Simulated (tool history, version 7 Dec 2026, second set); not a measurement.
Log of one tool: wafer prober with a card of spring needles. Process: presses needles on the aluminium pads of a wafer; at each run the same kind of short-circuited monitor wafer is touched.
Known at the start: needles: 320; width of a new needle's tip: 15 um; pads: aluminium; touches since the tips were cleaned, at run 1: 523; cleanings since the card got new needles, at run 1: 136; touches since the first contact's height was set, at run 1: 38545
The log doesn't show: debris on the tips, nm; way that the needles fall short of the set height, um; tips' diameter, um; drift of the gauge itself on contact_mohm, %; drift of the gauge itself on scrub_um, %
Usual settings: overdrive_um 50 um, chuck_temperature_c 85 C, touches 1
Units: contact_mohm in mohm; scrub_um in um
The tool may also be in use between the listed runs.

| run | hour | overdrive_um | chuck_temperature_c | touches | touches since the tips were cleaned | cleanings since the card got new needles | touches since the first contact's height was set | contact_mohm | scrub_um |
|---|---|---|---|---|---|---|---|---|---|
| 1 | 0 | 50 | 85 | 1 | 523 | 136 | 38545 | 309 | 8.95 |
|  | 10.2 | tips cleaned on abrasive film |
|  | 22.7 | tips cleaned on abrasive film |
|  | 36.1 | tips cleaned on abrasive film |
|  | 46.8 | tips cleaned on abrasive film |
| 2 | 52.1 | 41 | 85 | 1 | 950 | 140 | 47914 | 341 | 7.23 |
|  | 59.9 | tips cleaned on abrasive film |
|  | 72.4 | tips cleaned on abrasive film |
|  | 84.9 | tips cleaned on abrasive film |
| 3 | 90.5 | 41 | 85 | 1 | 1005 | 143 | 54819 | 332 | 7.16 |
|  | 98.1 | tips cleaned on abrasive film |
|  | 111.5 | tips cleaned on abrasive film |
|  | 124.8 | tips cleaned on abrasive film |
| 4 | 134.8 | 41 | 85 | 1 | 1799 | 146 | 62795 | 360 | 7.05 |
|  | 137.5 | tips cleaned on abrasive film |
|  | 150.6 | tips cleaned on abrasive film |
|  | 163.4 | tips cleaned on abrasive film |
|  | 176.7 | tips cleaned on abrasive film |
| 5 | 179.4 | 41 | 85 | 1 | 485 | 150 | 70812 | 323 | 7.02 |
|  | 189.8 | tips cleaned on abrasive film |
|  | 202.7 | tips cleaned on abrasive film |
| 6 | 204.1 | 41 | 85 | 1 | 262 | 152 | 75260 | 318 | 6.95 |
|  | 214.2 | tips cleaned on abrasive film |
|  | 225.4 | tips cleaned on abrasive film |
| 7 | 225.4 | 38 | 85 | 1 | 0 | 154 | 79091 | 309 | 6.42 |
|  | 238.6 | tips cleaned on abrasive film |
|  | 251.4 | tips cleaned on abrasive film |
|  | 264.3 | tips cleaned on abrasive film |
| 8 | 268.8 | 38 | 85 | 3 | 810 | 157 | 86898 | 322 | 6.33 |
|  | 276.8 | tips cleaned on abrasive film |
|  | 289.4 | tips cleaned on abrasive film |
| 9 | 296.3 | 38 | 85 | 3 | 1236 | 159 | 91842 | 329 | 6.3 |
|  | 299.2 | height of the first contact set anew |
|  | 302 | tips cleaned on abrasive film |
|  | 315.3 | tips cleaned on abrasive film |
|  | 328 | tips cleaned on abrasive film |
|  | 338.8 | tips cleaned on abrasive film |
| 10 | 348.2 | 38 | 85 | 3 | 1717 | 163 | 8817 | 336 | 6.01 |
|  | 350.8 | tips cleaned on abrasive film |
|  | 361.5 | tips cleaned on abrasive film |
|  | 374.8 | tips cleaned on abrasive film |
| 11 | 378.8 | 38 | 85 | 3 | 713 | 166 | 14300 | 327 | 5.96 |
|  | 386.3 | tips cleaned on abrasive film |
|  | 399.2 | tips cleaned on abrasive film |
|  | 412.1 | tips cleaned on abrasive film |
|  | 422.9 | tips cleaned on abrasive film |
| 12 | 422.9 | 38 | 42 | 3 | 0 | 170 | 22223 | 294 | 5.93 |
|  | 436.1 | tips cleaned on abrasive film |
|  | 447 | tips cleaned on abrasive film |
| 13 | 447 | 38 | 42 | 3 | 0 | 172 | 26554 | 296 | 5.8 |
|  | 460.3 | tips cleaned on abrasive film |
|  | 473.7 | tips cleaned on abrasive film |
|  | 486.1 | tips cleaned on abrasive film |
|  | 498.3 | tips cleaned on abrasive film |
| 14 | 498.3 | 33 | 85 | 2 | 0 | 176 | 35786 | 325 | 4.86 |
|  | 511.3 | tips cleaned on abrasive film |
|  | 524.2 | tips cleaned on abrasive film |
|  | 537 | tips cleaned on abrasive film |
| 15 | 537.2 | 33 | 67 | 1 | 39 | 179 | 42790 | 328 | 4.76 |
|  | 549.4 | tips cleaned on abrasive film |
| 16 | 560 | 62 | 48 | 3 | 1918 | 180 | 46905 | 293 | 10.17 |
|  | 562.8 | tips cleaned on abrasive film |
|  | 575.8 | tips cleaned on abrasive film |
|  | 581.4 | height of the first contact set anew, once more |
|  | 589.3 | tips cleaned on abrasive film |
| 17 | 590 | 52 | 29 | 1 | 137 | 183 | 1554 | 288 | 9.62 |
|  | 600.7 | tips cleaned on abrasive film |
|  | 613.8 | tips cleaned on abrasive film |
| 18 | 614.6 | 54 | 90 | 1 | 146 | 185 | 5979 | 302 | 9.95 |
|  | 625.1 | tips cleaned on abrasive film |
|  | 637.6 | tips cleaned on abrasive film |
|  | 649.2 | tips cleaned on abrasive film |
| 19 | 649.2 | 50 | 77 | 1 | 0 | 188 | 12189 | 299 | 9.18 |
|  | 662.5 | tips cleaned on abrasive film |
|  | 675.7 | tips cleaned on abrasive film |
|  | 688.4 | tips cleaned on abrasive film |
| 20 | 694.4 | 50 | 77 | 1 | 1085 | 191 | 20331 | 326 | 9.09 |
|  | 699.8 | tips cleaned on abrasive film |
|  | 713.2 | tips cleaned on abrasive film |
|  | 726.1 | tips cleaned on abrasive film |
|  | 739.4 | tips cleaned on abrasive film |
| 21 | 742.2 | 45 | 115 | 1 | 508 | 195 | 28928 | 333 | 8.11 |
|  | 752.1 | tips cleaned on abrasive film |
|  | 765.4 | tips cleaned on abrasive film |
| 22 | 771.5 | 63 | 60 | 2 | 1095 | 197 | 34199 | 295 | 11.47 |
|  | 776.9 | tips cleaned on abrasive film |
|  | 790.2 | tips cleaned on abrasive film |
|  | 803.2 | tips cleaned on abrasive film |
| 23 | 804.4 | 63 | 60 | 2 | 217 | 200 | 40112 | 289 | 11.39 |
|  | 815 | tips cleaned on abrasive film |
|  | 828.3 | tips cleaned on abrasive film |
| 24 | 831.6 | 47 | 81 | 2 | 597 | 202 | 45017 | 313 | 8.37 |
|  | 839.7 | tips cleaned on abrasive film |
|  | 852.2 | tips cleaned on abrasive film |
|  | 865.2 | tips cleaned on abrasive film |
| 25 | 874.5 | 59 | 35 | 2 | 1691 | 205 | 52731 | 305 | 10.55 |
|  | 877.2 | tips cleaned on abrasive film |
|  | 888 | tips cleaned on abrasive film |
|  | 900.9 | tips cleaned on abrasive film |
|  | 913.2 | tips cleaned on abrasive film |
| 26 | 913.2 | 40 | 57 | 1 | 0 | 209 | 59676 | 307 | 6.88 |

3 ways to go on from here, each from the tool as it stands after run 26. What would each give?
|  | 926.4 | tips cleaned on abrasive film |
|  | 939.3 | tips cleaned on abrasive film |
|  | 950 | tips cleaned on abrasive film |
| A | 958.1 | 66 | 124 | 2 | 1468 | 212 | 67768 | ? | ? |
|  | 926.4 | tips cleaned on abrasive film |
|  | 939.3 | tips cleaned on abrasive film |
|  | 950 | tips cleaned on abrasive film |
| B | 958.1 | 61 | 66 | 2 | 1468 | 212 | 67768 | ? | ? |
|  | 926.4 | tips cleaned on abrasive film |
|  | 939.3 | tips cleaned on abrasive film |
|  | 950 | tips cleaned on abrasive film |
| C | 958.1 | 36 | 112 | 2 | 1468 | 212 | 67768 | ? | ? |

| run | contact_mohm | scrub_um |
|---|---|---|
| A | 319 | 11.74 |
| B | 303 | 10.76 |
| C | 368 | 6.12 |
Without the tool's hidden state the same runs would have given:
| run | contact_mohm | scrub_um |
|---|---|---|
| A | 298 | 12.31 |
| B | 278 | 11.32 |
| C | 304 | 6.68 |

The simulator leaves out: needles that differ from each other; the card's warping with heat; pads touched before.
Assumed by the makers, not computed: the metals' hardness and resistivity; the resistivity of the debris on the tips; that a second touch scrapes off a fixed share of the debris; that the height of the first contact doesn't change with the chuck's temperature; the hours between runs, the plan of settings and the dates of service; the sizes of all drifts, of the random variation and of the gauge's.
